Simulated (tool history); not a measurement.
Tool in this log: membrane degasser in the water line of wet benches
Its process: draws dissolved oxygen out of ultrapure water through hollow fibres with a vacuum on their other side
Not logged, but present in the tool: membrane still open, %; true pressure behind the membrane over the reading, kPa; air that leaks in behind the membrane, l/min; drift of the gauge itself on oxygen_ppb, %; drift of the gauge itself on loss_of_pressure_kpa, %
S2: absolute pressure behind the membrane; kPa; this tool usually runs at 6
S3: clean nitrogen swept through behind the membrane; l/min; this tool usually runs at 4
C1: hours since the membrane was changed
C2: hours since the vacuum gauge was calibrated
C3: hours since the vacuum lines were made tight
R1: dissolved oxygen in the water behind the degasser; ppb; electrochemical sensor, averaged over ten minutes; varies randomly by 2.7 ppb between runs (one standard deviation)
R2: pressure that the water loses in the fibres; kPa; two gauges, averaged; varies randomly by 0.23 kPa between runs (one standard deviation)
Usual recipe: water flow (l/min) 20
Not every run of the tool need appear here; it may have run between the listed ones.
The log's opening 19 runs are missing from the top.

{"run": 20, "hour": 4081.3, "water flow (l/min)": 27, "S2": 13.77, "S3": 2.68, "C1": 9905, "C2": 1319, "C3": 953, "R1": 751.9, "R2": 85.51}
{"run": 21, "hour": 4214.2, "water flow (l/min)": 27, "S2": 13.77, "S3": 2.68, "C1": 10038, "C2": 1452, "C3": 1086, "R1": 763.9, "R2": 85.05}
{"run": 22, "hour": 4528.6, "water flow (l/min)": 20, "S2": 8.14, "S3": 4, "C1": 10353, "C2": 1766, "C3": 1400, "R1": 341.6, "R2": 63.28}
{"run": 23, "hour": 4664.4, "water flow (l/min)": 12, "S2": 8.64, "S3": 2.29, "C1": 10488, "C2": 1902, "C3": 1536, "R1": 129.6, "R2": 37.97}
{"run": 24, "hour": 4927.7, "water flow (l/min)": 12, "S2": 8.2, "S3": 3.82, "C1": 10752, "C2": 2165, "C3": 1800, "R1": 101.5, "R2": 38.04}
{"run": 25, "hour": 5101.5, "water flow (l/min)": 19, "S2": 5.3, "S3": 1.77, "C1": 10925, "C2": 2339, "C3": 1973, "R1": 311.5, "R2": 60.59}
{"run": 26, "hour": 5311.8, "water flow (l/min)": 26, "S2": 10.85, "S3": 3.32, "C1": 11136, "C2": 2549, "C3": 2184, "R1": 648.1, "R2": 82.32}
{"run": 27, "hour": 5518.5, "water flow (l/min)": 14, "S2": 8.66, "S3": 1.71, "C1": 11342, "C2": 2756, "C3": 2390, "R1": 213, "R2": 44.64}
{"run": 28, "hour": 5678.8, "water flow (l/min)": 14, "S2": 8.66, "S3": 1.71, "C1": 11503, "C2": 2916, "C3": 2551, "R1": 212.1, "R2": 44.5}
{"run": 29, "hour": 5936.2, "water flow (l/min)": 14, "S2": 8.66, "S3": 1.71, "C1": 11760, "C2": 3174, "C3": 2808, "R1": 216.2, "R2": 44.71}
{"run": 30, "hour": 6181.2, "water flow (l/min)": 14, "S2": 8.66, "S3": 1.71, "C1": 12005, "C2": 3419, "C3": 3053, "R1": 213.8, "R2": 44.71}
{"run": 31, "hour": 6498.7, "water flow (l/min)": 23, "S2": 3.97, "S3": 6.44, "C1": 12323, "C2": 3736, "C3": 3371, "R1": 421.4, "R2": 73.93}

Each row is a separate what-if for the run after 31, all from the same tool condition, not one after another. Results?
{"run": "A", "hour": 6795.0, "water flow (l/min)": 14, "S2": 6, "S3": 4.17, "C1": 12619, "C2": 4032, "C3": 3667, "R1": "?", "R2": "?"}
{"run": "B", "hour": 6795.0, "water flow (l/min)": 23, "S2": 3.7, "S3": 2.69, "C1": 12619, "C2": 4032, "C3": 3667, "R1": "?", "R2": "?"}
{"run": "C", "hour": 6795.0, "water flow (l/min)": 20, "S2": 11.67, "S3": 2.27, "C1": 12619, "C2": 4032, "C3": 3667, "R1": "?", "R2": "?"}
{"run": "D", "hour": 6795.0, "water flow (l/min)": 27, "S2": 3.97, "S3": 6.56, "C1": 12619, "C2": 4032, "C3": 3667, "R1": "?", "R2": "?"}

run=A R1=133.5 R2=44.74
run=B R1=432.5 R2=73.86
run=C R1=464.5 R2=63.72
run=D R1=580.5 R2=86.76
With no hidden state in the tool, these same runs would have given:
run=A R1=101.9 R2=41.57
run=B R1=345.5 R2=68.62
run=C R1=397.5 R2=59.2
run=D R1=475.2 R2=80.61
